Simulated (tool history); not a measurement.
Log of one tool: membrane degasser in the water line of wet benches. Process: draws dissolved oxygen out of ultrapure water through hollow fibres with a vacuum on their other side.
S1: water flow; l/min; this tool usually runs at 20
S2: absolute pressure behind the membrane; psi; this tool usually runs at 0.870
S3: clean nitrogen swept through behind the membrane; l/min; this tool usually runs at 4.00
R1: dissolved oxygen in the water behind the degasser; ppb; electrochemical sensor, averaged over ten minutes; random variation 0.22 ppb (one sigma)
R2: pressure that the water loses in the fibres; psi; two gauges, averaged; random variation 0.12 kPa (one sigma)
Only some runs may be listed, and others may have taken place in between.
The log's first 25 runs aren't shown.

run    hour  S1     S2    S3     R1     R2
 26  1659.3  14  1.063  6.80   21.6  4.457
 27  1715.7  24  0.870  2.02   82.7  7.625
     1763.6  -- gauge calibrated
 28  1784.8  24  1.929  1.82  304.0  7.786
 29  1857.8  24  0.728  4.00   31.4  7.775
 30  1926.4  24  0.728  4.00   31.4  7.752
 31  1963.5  28  0.870  7.22   35.5  9.076
     1976.9  -- vacuum gauge calibrated
 32  2034.0  28  0.870  7.22   35.7  8.998
 33  2090.3  28  0.870  7.22   35.2  9.011

Here are 3 independent what-if runs from the current tool condition. What would each one return?
  A  2125.7  20  0.870  2.19   ?   ?
  B  2125.7  20  0.722  4.00   ?   ?
  C  2125.7  23  1.192  5.03   ?   ?

run    R1     R2
  A  62.9  6.389
  B  24.5  6.422
  C  60.3  7.355
With the hidden condition removed and each run's random variation left untouched, the same runs would have given:
run    R1     R2
  A  62.9  6.459
  B  24.5  6.492
  C  60.3  7.436

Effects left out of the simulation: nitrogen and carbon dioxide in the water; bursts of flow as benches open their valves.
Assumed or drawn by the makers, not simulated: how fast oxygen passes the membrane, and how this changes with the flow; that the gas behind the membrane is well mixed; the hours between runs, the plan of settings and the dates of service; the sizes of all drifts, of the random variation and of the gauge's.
